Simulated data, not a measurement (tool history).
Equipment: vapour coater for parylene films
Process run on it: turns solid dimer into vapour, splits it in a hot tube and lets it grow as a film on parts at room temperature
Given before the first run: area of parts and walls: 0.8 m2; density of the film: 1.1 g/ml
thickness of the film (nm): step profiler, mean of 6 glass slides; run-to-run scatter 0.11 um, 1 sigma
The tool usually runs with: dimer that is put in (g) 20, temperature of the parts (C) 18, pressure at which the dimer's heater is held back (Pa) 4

run,hour,dimer that is put in (g),temperature of the parts (C),pressure at which the dimer's heater is held back (Pa),thickness of the film (nm)
1,0,20,18,4,15740
2,18.4,20,18,4,15520
3,50.1,20,27,4,12230
4,86.3,20,18,10.12,13760
5,102.8,20,18,4,14870
# hour 123.7: trap's valve overhauled
6,134.7,20,18,4,16650
7,162.7,20,18,4,16510
8,188.7,20,18,4,16490
9,223.9,20,18,4,16020
10,257.7,20,18,4,15940
11,290.2,12,11,4,10960
12,306.6,12,15,5.9,9550
13,327.7,13,18,3.08,10120
14,343.1,13,18,3.08,10180
# hour 372.4: trap's valve overhauled
15,377,25,11,3.08,25320
16,393.6,25,13,4.37,23380
17,415,25,10,9.89,22650

Branching from run 17: 5 alternative next runs. What would each branch give?
A,433.2,18,10,10.84,?
B,433.2,25,24,4.13,?
C,433.2,18,18,9.55,?
D,433.2,18,13,7.18,?
E,433.2,10,18,4,?

run,thickness of the film (nm)
A,15970
B,17560
C,13370
D,15600
E,8070
Without the tool's unlogged condition, the same runs would have read:
run,thickness of the film (nm)
A,16640
B,18290
C,13920
D,16250
E,8410
